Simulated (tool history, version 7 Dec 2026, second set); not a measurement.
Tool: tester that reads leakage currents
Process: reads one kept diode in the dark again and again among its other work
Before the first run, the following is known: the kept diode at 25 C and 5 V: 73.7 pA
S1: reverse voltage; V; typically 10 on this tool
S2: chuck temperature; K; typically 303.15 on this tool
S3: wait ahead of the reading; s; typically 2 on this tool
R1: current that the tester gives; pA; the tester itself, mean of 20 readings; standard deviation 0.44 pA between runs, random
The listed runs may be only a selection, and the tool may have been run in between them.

run	hour	S1	S2	S3	R1
1	0	10	303.15	2	145.32
2	130.9	13.9	303.15	2	167.27
3	205.2	13.9	303.15	2	166.83
4	277.4	13.9	330.15	2	1078.88
5	375.1	13.9	330.15	2	1072.4
6	451.2	13.9	330.15	2	1075.58
7	534.1	13.9	330.15	2	1075
8	636.8	13.9	309.15	2	259.18
9	745.5	13.9	309.15	2	261.3
10	844.6	13.9	309.15	2	259.08
11	959.3	13.9	309.15	2	260.21
12	1066.1	13.9	309.15	2	259.65
13	1141.9	10	303.15	0.84	147.78
14	1253.1	10	303.15	0.84	148.17
15	1331	10	303.15	0.84	147.89
16	1424	6.3	303.15	0.84	121.66
17	1561.2	10	303.15	2	145.72
18	1696.2	10	303.15	2	146.21
# hour 1715.2: chuck's temperature calibrated
19	1828.2	10	303.15	2	146.6
20	1921.6	10	303.15	2	146.49
21	1998.3	10	303.15	2.77	145.47
22	2098.2	1.7	293.15	0.63	32.56
23	2166.2	1.7	293.15	0.63	32.71
24	2250.2	1.8	303.15	0.67	71.91
25	2372.2	2.2	303.15	2.93	77.49
26	2456.4	2.2	303.15	2.93	77.26
27	2572.6	3.3	308.15	3.17	132.1
28	2672	2.2	297.15	7.31	48.51
29	2752.3	1.9	297.15	0.31	47.3

Run 30 has not been measured yet. What should we expect?
30	2860.4	2.1	305.15	0.41	?

For run 30 the tool returned R1 89.02 pA.
Had the tool carried no hidden state, the very same run would have given R1 89.08 pA.
